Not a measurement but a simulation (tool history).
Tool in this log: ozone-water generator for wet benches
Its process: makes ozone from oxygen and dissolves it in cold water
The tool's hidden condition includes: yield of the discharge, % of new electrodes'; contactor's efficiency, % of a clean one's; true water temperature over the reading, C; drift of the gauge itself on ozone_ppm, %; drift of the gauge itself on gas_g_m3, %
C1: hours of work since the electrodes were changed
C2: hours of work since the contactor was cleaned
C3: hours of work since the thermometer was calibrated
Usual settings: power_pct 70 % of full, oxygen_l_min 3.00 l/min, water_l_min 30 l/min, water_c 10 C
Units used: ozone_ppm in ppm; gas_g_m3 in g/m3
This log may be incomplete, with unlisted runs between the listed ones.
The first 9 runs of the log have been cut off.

{"run": 10, "hour": 262.6, "power_pct": 63, "oxygen_l_min": 3.0, "water_l_min": 30, "water_c": 10, "C1": 1502, "C2": 1400, "C3": 144, "ozone_ppm": 9.8, "gas_g_m3": 163.6}
{"run": 11, "hour": 303.4, "power_pct": 70, "oxygen_l_min": 3.0, "water_l_min": 30, "water_c": 10, "C1": 1535, "C2": 1433, "C3": 177, "ozone_ppm": 10.6, "gas_g_m3": 173.1}
{"run": 12, "hour": 328.8, "power_pct": 70, "oxygen_l_min": 3.0, "water_l_min": 26, "water_c": 10, "C1": 1555, "C2": 1453, "C3": 197, "ozone_ppm": 12.2, "gas_g_m3": 172.2}
{"run": 13, "hour": 348.1, "power_pct": 70, "oxygen_l_min": 3.0, "water_l_min": 26, "water_c": 10, "C1": 1570, "C2": 1468, "C3": 212, "ozone_ppm": 12.2, "gas_g_m3": 173.1}
{"run": 14, "hour": 371.7, "power_pct": 70, "oxygen_l_min": 3.0, "water_l_min": 36, "water_c": 10, "C1": 1589, "C2": 1487, "C3": 231, "ozone_ppm": 8.7, "gas_g_m3": 175.0}
{"run": 15, "hour": 394.8, "power_pct": 70, "oxygen_l_min": 3.0, "water_l_min": 36, "water_c": 10, "C1": 1608, "C2": 1505, "C3": 249, "ozone_ppm": 8.8, "gas_g_m3": 174.6}
{"run": 16, "hour": 438.0, "power_pct": 70, "oxygen_l_min": 3.0, "water_l_min": 36, "water_c": 10, "C1": 1642, "C2": 1540, "C3": 284, "ozone_ppm": 8.7, "gas_g_m3": 173.2}
{"run": 17, "hour": 468.9, "power_pct": 70, "oxygen_l_min": 3.0, "water_l_min": 36, "water_c": 10, "C1": 1666, "C2": 1564, "C3": 308, "ozone_ppm": 8.6, "gas_g_m3": 173.9}
{"run": 18, "hour": 490.8, "power_pct": 70, "oxygen_l_min": 4.31, "water_l_min": 42, "water_c": 7, "C1": 1684, "C2": 1582, "C3": 326, "ozone_ppm": 8.2, "gas_g_m3": 138.5}
{"run": 19, "hour": 511.4, "power_pct": 70, "oxygen_l_min": 2.12, "water_l_min": 42, "water_c": 12, "C1": 1700, "C2": 1598, "C3": 342, "ozone_ppm": 6.7, "gas_g_m3": 212.1}
{"run": 20, "hour": 530.8, "power_pct": 70, "oxygen_l_min": 3.4, "water_l_min": 42, "water_c": 12, "C1": 1716, "C2": 1614, "C3": 358, "ozone_ppm": 7.3, "gas_g_m3": 162.7}
{"run": 21, "hour": 564.2, "power_pct": 70, "oxygen_l_min": 3.4, "water_l_min": 42, "water_c": 12, "C1": 1742, "C2": 1640, "C3": 384, "ozone_ppm": 7.4, "gas_g_m3": 160.8}
{"run": 22, "hour": 600.4, "power_pct": 70, "oxygen_l_min": 3.4, "water_l_min": 42, "water_c": 12, "C1": 1771, "C2": 1669, "C3": 413, "ozone_ppm": 7.2, "gas_g_m3": 160.7}
{"run": 23, "hour": 621.0, "power_pct": 61, "oxygen_l_min": 3.43, "water_l_min": 24, "water_c": 6, "C1": 1788, "C2": 1685, "C3": 429, "ozone_ppm": 12.7, "gas_g_m3": 146.8}
{"run": 24, "hour": 651.1, "power_pct": 61, "oxygen_l_min": 3.43, "water_l_min": 24, "water_c": 6, "C1": 1811, "C2": 1709, "C3": 453, "ozone_ppm": 12.7, "gas_g_m3": 147.7}
{"run": 25, "hour": 685.6, "power_pct": 46, "oxygen_l_min": 3.6, "water_l_min": 24, "water_c": 6, "C1": 1839, "C2": 1737, "C3": 481, "ozone_ppm": 10.8, "gas_g_m3": 119.7}
{"run": 26, "hour": 708.8, "power_pct": 46, "oxygen_l_min": 3.6, "water_l_min": 24, "water_c": 6, "C1": 1857, "C2": 1755, "C3": 499, "ozone_ppm": 10.5, "gas_g_m3": 120.3}
{"run": 27, "hour": 742.2, "power_pct": 41, "oxygen_l_min": 3.0, "water_l_min": 28, "water_c": 5, "C1": 1884, "C2": 1782, "C3": 526, "ozone_ppm": 8.3, "gas_g_m3": 123.0}
{"run": 28, "hour": 772.5, "power_pct": 70, "oxygen_l_min": 2.36, "water_l_min": 36, "water_c": 8, "C1": 1908, "C2": 1806, "C3": 550, "ozone_ppm": 8.0, "gas_g_m3": 200.0}
{"run": 29, "hour": 790.1, "power_pct": 70, "oxygen_l_min": 2.36, "water_l_min": 36, "water_c": 8, "C1": 1922, "C2": 1820, "C3": 564, "ozone_ppm": 8.1, "gas_g_m3": 197.2}
{"run": 30, "hour": 819.2, "power_pct": 70, "oxygen_l_min": 3.0, "water_l_min": 35, "water_c": 6, "C1": 1945, "C2": 1843, "C3": 587, "ozone_ppm": 9.1, "gas_g_m3": 172.7}
{"run": 31, "hour": 851.1, "power_pct": 73, "oxygen_l_min": 3.0, "water_l_min": 40, "water_c": 10, "C1": 1971, "C2": 1868, "C3": 612, "ozone_ppm": 7.8, "gas_g_m3": 179.1}
{"run": 32, "hour": 878.1, "power_pct": 70, "oxygen_l_min": 1.54, "water_l_min": 29, "water_c": 5, "C1": 1992, "C2": 1890, "C3": 634, "ozone_ppm": 9.1, "gas_g_m3": 254.9}
{"run": 33, "hour": 904.3, "power_pct": 70, "oxygen_l_min": 1.54, "water_l_min": 29, "water_c": 5, "C1": 2013, "C2": 1911, "C3": 655, "ozone_ppm": 9.1, "gas_g_m3": 252.8}

Here are 4 independent what-if runs from the current tool condition. What would each one return?
{"run": "A", "hour": 947.1, "power_pct": 83, "oxygen_l_min": 1.54, "water_l_min": 29, "water_c": 5, "C1": 2047, "C2": 1945, "C3": 689, "ozone_ppm": "?", "gas_g_m3": "?"}
{"run": "B", "hour": 947.1, "power_pct": 71, "oxygen_l_min": 1.71, "water_l_min": 29, "water_c": 12, "C1": 2047, "C2": 1945, "C3": 689, "ozone_ppm": "?", "gas_g_m3": "?"}
{"run": "C", "hour": 947.1, "power_pct": 54, "oxygen_l_min": 1.67, "water_l_min": 42, "water_c": 5, "C1": 2047, "C2": 1945, "C3": 689, "ozone_ppm": "?", "gas_g_m3": "?"}
{"run": "D", "hour": 947.1, "power_pct": 70, "oxygen_l_min": 2.27, "water_l_min": 30, "water_c": 10, "C1": 2047, "C2": 1945, "C3": 689, "ozone_ppm": "?", "gas_g_m3": "?"}

run=A ozone_ppm=9.9 gas_g_m3=280.8
run=B ozone_ppm=9.4 gas_g_m3=240.1
run=C ozone_ppm=5.0 gas_g_m3=203.9
run=D ozone_ppm=9.6 gas_g_m3=202.1
Take away the tool's hidden state, keep each run's random variation, and the runs would have read:
run=A ozone_ppm=10.6 gas_g_m3=295.0
run=B ozone_ppm=10.0 gas_g_m3=251.1
run=C ozone_ppm=5.3 gas_g_m3=211.7
run=D ozone_ppm=10.2 gas_g_m3=211.3

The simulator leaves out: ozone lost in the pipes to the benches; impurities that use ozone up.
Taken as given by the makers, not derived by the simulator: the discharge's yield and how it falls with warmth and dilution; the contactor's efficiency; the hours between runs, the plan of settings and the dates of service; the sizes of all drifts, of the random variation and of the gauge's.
